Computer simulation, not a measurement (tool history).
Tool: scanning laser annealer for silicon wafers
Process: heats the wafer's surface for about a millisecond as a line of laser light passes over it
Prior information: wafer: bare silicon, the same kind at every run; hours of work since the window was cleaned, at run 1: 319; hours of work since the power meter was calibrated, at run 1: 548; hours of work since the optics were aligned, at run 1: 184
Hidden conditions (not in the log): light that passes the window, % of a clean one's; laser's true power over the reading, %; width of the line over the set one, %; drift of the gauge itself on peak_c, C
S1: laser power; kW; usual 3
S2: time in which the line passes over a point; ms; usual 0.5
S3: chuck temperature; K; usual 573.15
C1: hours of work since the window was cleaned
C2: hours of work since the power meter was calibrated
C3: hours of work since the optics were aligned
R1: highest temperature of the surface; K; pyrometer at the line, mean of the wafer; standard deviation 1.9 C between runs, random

run,hour,S1,S2,S3,C1,C2,C3,R1
1,0,3,0.5,573.15,319,548,184,1403.15
2,42.4,3,0.5,582.15,349,578,214,1407.15
3,72.4,3,0.5,582.15,370,600,236,1408.15
# hour 100: window over the wafer cleaned
4,138.5,3,0.5,582.15,27,645,281,1416.15
5,193.8,3,0.5,582.15,67,684,320,1407.15
6,231.2,3.182,0.543,578.15,93,711,347,1493.15
7,265.5,3,0.5,600.15,117,735,371,1429.15
8,301.5,3,0.503,568.15,143,761,397,1396.15

The next listed run, before its measurement:
9,350.1,2.686,0.5,568.15,177,795,431,?

{"run 9": {"R1": 1309.15}}
Without the tool's hidden state the same run would have given R1 1310.15 K.
